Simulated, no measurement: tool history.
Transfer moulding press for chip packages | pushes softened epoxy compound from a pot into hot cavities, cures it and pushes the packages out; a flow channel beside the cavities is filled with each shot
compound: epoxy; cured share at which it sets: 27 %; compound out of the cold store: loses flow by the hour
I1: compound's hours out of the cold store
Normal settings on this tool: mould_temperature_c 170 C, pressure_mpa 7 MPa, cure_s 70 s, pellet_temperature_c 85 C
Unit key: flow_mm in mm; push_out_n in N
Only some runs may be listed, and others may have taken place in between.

Run 1, hour 0: usual settings; I1 34.7. Result: flow_mm 689 mm, push_out_n 416 N.
Run 2, hour 48.4: usual settings; I1 32.4. Result: flow_mm 695 mm, push_out_n 553 N.
Run 3, hour 76.5: usual settings; I1 12.7. Result: flow_mm 757 mm, push_out_n 652 N.
At hour 107.5: cavities cleaned with cleaning compound and waxed.
Run 4, hour 118.7: usual settings; I1 37.6. Result: flow_mm 668 mm, push_out_n 446 N.
Run 5, hour 140.9: usual settings; I1 25.2. Result: flow_mm 708 mm, push_out_n 525 N.
Run 6, hour 165.9: usual settings; I1 22. Result: flow_mm 717 mm, push_out_n 613 N.
At hour 175.7: plunger's sealing rings changed.
Run 7, hour 201.4: usual settings; I1 30.3. Result: flow_mm 728 mm, push_out_n 640 N.
At hour 217.9: cavities cleaned with cleaning compound and waxed.
Run 8, hour 241.6: usual settings; I1 33.8. Result: flow_mm 712 mm, push_out_n 496 N.
Run 9, hour 294.5: usual settings but pressure_mpa 5.43 MPa, cure_s 72 s; I1 13.9. Result: flow_mm 687 mm, push_out_n 600 N.
Run 10, hour 318.2: usual settings but pressure_mpa 5.77 MPa, pellet_temperature_c 92 C; I1 21.7. Result: flow_mm 681 mm, push_out_n 628 N.
At hour 324.6: cavities cleaned with cleaning compound and waxed.
Run 11, hour 352.7: usual settings but pressure_mpa 5.77 MPa, pellet_temperature_c 92 C; I1 14.6. Result: flow_mm 702 mm, push_out_n 511 N.
Run 12, hour 382.8: usual settings but pressure_mpa 6.43 MPa, cure_s 84 s; I1 33.2. Result: flow_mm 675 mm, push_out_n 371 N.
At hour 432.6: cavities cleaned with cleaning compound and waxed.
Run 13, hour 432.6: usual settings but mould_temperature_c 177 C, pressure_mpa 6.43 MPa, cure_s 90 s; I1 17.7. Result: flow_mm 717 mm, push_out_n 200 N.
Run 14, hour 485.7: usual settings but cure_s 55 s, pellet_temperature_c 93 C; I1 9.5. Result: flow_mm 784 mm, push_out_n 1075 N.
Run 15, hour 524: usual settings but mould_temperature_c 169 C, pressure_mpa 6.18 MPa, cure_s 62 s, pellet_temperature_c 80 C; I1 36.9. Result: flow_mm 643 mm, push_out_n 949 N.

Each row is a separate what-if for the run after 15, all from the same tool condition, not one after another. Results?
At hour 540.5: cavities cleaned with cleaning compound and waxed.
Run A, hour 576.5: usual settings but mould_temperature_c 169 C, pressure_mpa 6.18 MPa, cure_s 64 s, pellet_temperature_c 80 C; I1 40.4. Result: flow_mm ?, push_out_n ?.
At hour 540.5: cavities cleaned with cleaning compound and waxed.
Run B, hour 576.5: usual settings but mould_temperature_c 178 C, pressure_mpa 8.27 MPa, cure_s 110 s, pellet_temperature_c 80 C; I1 19.4. Result: flow_mm ?, push_out_n ?.
At hour 540.5: cavities cleaned with cleaning compound and waxed.
Run C, hour 576.5: usual settings but mould_temperature_c 177 C, pressure_mpa 5.3 MPa, cure_s 75 s, pellet_temperature_c 80 C; I1 30.6. Result: flow_mm ?, push_out_n ?.

run  flow_mm  push_out_n
  A      623         731
  B      789         247
  C      597         307
Without the tool's unlogged condition, the same runs would have read:
run  flow_mm  push_out_n
  A      655         531
  B      830         187
  C      627         226
